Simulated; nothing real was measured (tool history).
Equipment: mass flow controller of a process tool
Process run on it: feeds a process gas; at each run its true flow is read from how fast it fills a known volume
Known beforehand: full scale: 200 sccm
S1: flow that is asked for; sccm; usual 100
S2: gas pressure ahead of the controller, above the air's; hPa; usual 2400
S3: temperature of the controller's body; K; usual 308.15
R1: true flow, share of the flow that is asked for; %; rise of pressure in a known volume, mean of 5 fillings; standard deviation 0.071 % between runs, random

| run | day | S1 | S2 | S3 | R1 |
|---|---|---|---|---|---|
| 1 | 0.000 | 100 | 2400 | 308.15 | 100.18 |
| 2 | 3.212 | 100 | 2400 | 308.15 | 100.17 |
| 3 | 5.212 | 100 | 2400 | 301.15 | 99.52 |
| 4 | 8.279 | 100 | 2160 | 301.15 | 99.42 |
| 5 | 10.738 | 100 | 2160 | 301.15 | 99.55 |
| 6 | 12.579 | 100 | 2400 | 308.15 | 100.21 |
| 7 | 14.775 | 150 | 2400 | 308.15 | 100.91 |
| 8 | 17.892 | 35 | 2400 | 308.15 | 98.37 |
| 9 | 19.283 | 35 | 2400 | 308.15 | 98.29 |
| 10 | 22.329 | 35 | 2400 | 308.15 | 98.37 |
| 11 | 25.367 | 35 | 2400 | 308.15 | 98.34 |
| 12 | 27.067 | 35 | 2400 | 308.15 | 98.40 |
| 13 | 29.604 | 35 | 2400 | 308.15 | 98.24 |
| 14 | 32.567 | 100 | 2400 | 308.15 | 100.31 |
| 15 | 35.450 | 100 | 2400 | 308.15 | 100.17 |
| 16 | 37.262 | 100 | 2400 | 308.15 | 100.28 |
| 17 | 40.125 | 100 | 2400 | 308.15 | 100.15 |
| 18 | 42.192 | 100 | 2400 | 308.15 | 100.24 |
| 19 | 44.725 | 100 | 2400 | 308.15 | 100.17 |
| 20 | 47.904 | 100 | 2400 | 308.15 | 100.12 |
| 21 | 51.112 | 119 | 2400 | 308.15 | 100.35 |
| 22 | 52.904 | 119 | 2400 | 308.15 | 100.46 |
| 23 | 55.400 | 119 | 2400 | 308.15 | 100.58 |
| 24 | 57.650 | 119 | 2400 | 308.15 | 100.56 |
| 25 | 60.742 | 119 | 2220 | 312.15 | 100.83 |
| 26 | 63.175 | 20 | 1890 | 294.15 | 94.23 |
| 27 | 65.846 | 32 | 2720 | 297.15 | 96.53 |
| 28 | 68.138 | 32 | 2720 | 297.15 | 96.65 |
| 29 | 71.058 | 118 | 2720 | 295.15 | 99.37 |
| 30 | 73.538 | 118 | 2720 | 295.15 | 99.36 |
| 31 | 76.358 | 98 | 2630 | 310.15 | 100.33 |
| 32 | 78.175 | 98 | 2630 | 310.15 | 100.38 |
| 33 | 80.804 | 100 | 1510 | 305.15 | 99.68 |
| 34 | 82.804 | 36 | 2400 | 300.15 | 96.97 |
| 35 | 84.888 | 61 | 2670 | 300.15 | 98.46 |
| 36 | 87.225 | 61 | 2670 | 300.15 | 98.57 |
| 37 | 88.758 | 74 | 2580 | 298.15 | 98.62 |
| 38 | 90.612 | 158 | 2400 | 302.15 | 100.58 |
| 39 | 93.375 | 78 | 2400 | 295.15 | 98.45 |
| 40 | 96.075 | 120 | 2400 | 297.15 | 99.55 |
| 41 | 98.817 | 120 | 2400 | 297.15 | 99.56 |
| 42 | 101.092 | 120 | 2400 | 297.15 | 99.63 |
| 43 | 103.354 | 60 | 2130 | 303.15 | 98.62 |
| 44 | 105.104 | 177 | 1700 | 308.15 | 101.47 |
| 45 | 107.050 | 177 | 1700 | 308.15 | 101.44 |
| 46 | 109.842 | 152 | 1700 | 306.15 | 100.87 |
| 47 | 111.162 | 152 | 1700 | 306.15 | 100.90 |

Branching from run 47: 3 alternative next runs. What would each branch give?
| A | 112.762 | 131 | 2400 | 294.15 | ? |
| B | 112.762 | 40 | 1460 | 301.15 | ? |
| C | 112.762 | 123 | 1580 | 308.15 | ? |

| run | R1 |
|---|---|
| A | 99.48 |
| B | 97.08 |
| C | 100.59 |
Stripped of hidden state, with their random variation kept, the same runs would have yielded:
| run | R1 |
|---|---|
| A | 98.98 |
| B | 98.64 |
| C | 100.14 |

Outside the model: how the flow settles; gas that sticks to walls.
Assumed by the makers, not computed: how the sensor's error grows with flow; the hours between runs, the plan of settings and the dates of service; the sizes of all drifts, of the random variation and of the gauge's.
